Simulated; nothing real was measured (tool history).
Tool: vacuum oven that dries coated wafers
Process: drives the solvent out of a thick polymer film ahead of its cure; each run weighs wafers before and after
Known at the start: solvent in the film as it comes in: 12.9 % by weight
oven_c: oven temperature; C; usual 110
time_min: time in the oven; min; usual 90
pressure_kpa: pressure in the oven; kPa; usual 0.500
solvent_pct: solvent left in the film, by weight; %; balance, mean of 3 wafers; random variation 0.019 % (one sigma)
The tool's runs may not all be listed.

{"run": 1, "hour": 0.0, "oven_c": 110, "time_min": 90, "pressure_kpa": 0.5, "solvent_pct": 1.91}
{"run": 2, "hour": 15.5, "oven_c": 110, "time_min": 90, "pressure_kpa": 0.5, "solvent_pct": 1.91}
{"run": 3, "hour": 36.2, "oven_c": 110, "time_min": 90, "pressure_kpa": 0.5, "solvent_pct": 1.92}
{"run": 4, "hour": 60.9, "oven_c": 110, "time_min": 90, "pressure_kpa": 0.5, "solvent_pct": 1.9}
{"run": 5, "hour": 87.4, "oven_c": 110, "time_min": 161, "pressure_kpa": 0.5, "solvent_pct": 0.57}
{"run": 6, "hour": 110.1, "oven_c": 110, "time_min": 90, "pressure_kpa": 0.5, "solvent_pct": 1.95}
{"run": 7, "hour": 129.9, "oven_c": 110, "time_min": 90, "pressure_kpa": 0.5, "solvent_pct": 1.94}
{"run": 8, "hour": 149.9, "oven_c": 110, "time_min": 49, "pressure_kpa": 0.5, "solvent_pct": 4.15}
{"run": 9, "hour": 171.7, "oven_c": 116, "time_min": 95, "pressure_kpa": 0.877, "solvent_pct": 1.01}
{"run": 10, "hour": 187.4, "oven_c": 98, "time_min": 87, "pressure_kpa": 0.877, "solvent_pct": 4.52}
{"run": 11, "hour": 212.4, "oven_c": 98, "time_min": 87, "pressure_kpa": 0.877, "solvent_pct": 4.56}
{"hour": 217.1, "done": "oven's thermocouples calibrated"}
{"run": 12, "hour": 233.2, "oven_c": 125, "time_min": 81, "pressure_kpa": 0.253, "solvent_pct": 0.4}
{"run": 13, "hour": 254.1, "oven_c": 110, "time_min": 51, "pressure_kpa": 0.5, "solvent_pct": 3.98}
{"run": 14, "hour": 286.3, "oven_c": 110, "time_min": 51, "pressure_kpa": 0.5, "solvent_pct": 3.96}
{"run": 15, "hour": 301.7, "oven_c": 110, "time_min": 51, "pressure_kpa": 0.5, "solvent_pct": 4.0}
{"run": 16, "hour": 315.7, "oven_c": 117, "time_min": 74, "pressure_kpa": 0.5, "solvent_pct": 1.43}

4 ways to go on from here, each from the tool as it stands after run 16. What would each give?
{"run": "A", "hour": 339.8, "oven_c": 103, "time_min": 97, "pressure_kpa": 0.321, "solvent_pct": "?"}
{"run": "B", "hour": 339.8, "oven_c": 117, "time_min": 74, "pressure_kpa": 0.77, "solvent_pct": "?"}
{"run": "C", "hour": 339.8, "oven_c": 122, "time_min": 57, "pressure_kpa": 0.5, "solvent_pct": "?"}
{"run": "D", "hour": 339.8, "oven_c": 117, "time_min": 94, "pressure_kpa": 0.5, "solvent_pct": "?"}

run=A solvent_pct=2.99
run=B solvent_pct=1.49
run=C solvent_pct=1.45
run=D solvent_pct=0.90
Without the tool's hidden state the same runs would have given:
run=A solvent_pct=2.97
run=B solvent_pct=1.47
run=C solvent_pct=1.44
run=D solvent_pct=0.88
